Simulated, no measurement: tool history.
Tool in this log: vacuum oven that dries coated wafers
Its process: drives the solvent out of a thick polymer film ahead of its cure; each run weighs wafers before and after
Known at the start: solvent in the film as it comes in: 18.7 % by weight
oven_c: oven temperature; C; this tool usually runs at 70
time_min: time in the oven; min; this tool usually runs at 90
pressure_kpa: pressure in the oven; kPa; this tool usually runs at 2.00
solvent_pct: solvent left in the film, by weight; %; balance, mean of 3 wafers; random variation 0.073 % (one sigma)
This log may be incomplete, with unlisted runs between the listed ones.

| run | hour | oven_c | time_min | pressure_kpa | solvent_pct |
|---|---|---|---|---|---|
| 1 | 0.0 | 70 | 90 | 2.00 | 5.03 |
| 2 | 24.6 | 70 | 90 | 2.00 | 4.98 |
| 3 | 43.1 | 70 | 87 | 2.00 | 5.18 |
| 4 | 74.3 | 70 | 87 | 2.00 | 5.25 |
| 5 | 106.5 | 70 | 87 | 2.00 | 5.07 |
| 6 | 143.7 | 70 | 90 | 1.66 | 4.73 |
| 7 | 162.5 | 70 | 126 | 1.66 | 3.22 |
| 8 | 202.4 | 70 | 126 | 1.66 | 3.26 |
| 9 | 243.4 | 70 | 134 | 2.02 | 3.30 |
| 10 | 272.9 | 64 | 78 | 7.06 | 11.33 |
| 11 | 303.4 | 63 | 124 | 7.06 | 10.22 |
| 12 | 338.1 | 68 | 61 | 1.45 | 7.12 |
| 13 | 372.9 | 68 | 61 | 1.45 | 6.99 |
| 14 | 399.8 | 56 | 134 | 7.56 | 14.01 |

Forecast each of these 4 alternatives for the next run:
| A | 420.9 | 69 | 134 | 4.86 | ? |
| B | 420.9 | 84 | 134 | 2.97 | ? |
| C | 420.9 | 58 | 68 | 2.00 | ? |
| D | 420.9 | 76 | 90 | 7.22 | ? |

| run | solvent_pct |
|---|---|
| A | 5.88 |
| B | 1.68 |
| C | 10.16 |
| D | 6.60 |
Without the tool's hidden state the same runs would have given:
| run | solvent_pct |
|---|---|
| A | 6.30 |
| B | 1.77 |
| C | 10.55 |
| D | 7.07 |

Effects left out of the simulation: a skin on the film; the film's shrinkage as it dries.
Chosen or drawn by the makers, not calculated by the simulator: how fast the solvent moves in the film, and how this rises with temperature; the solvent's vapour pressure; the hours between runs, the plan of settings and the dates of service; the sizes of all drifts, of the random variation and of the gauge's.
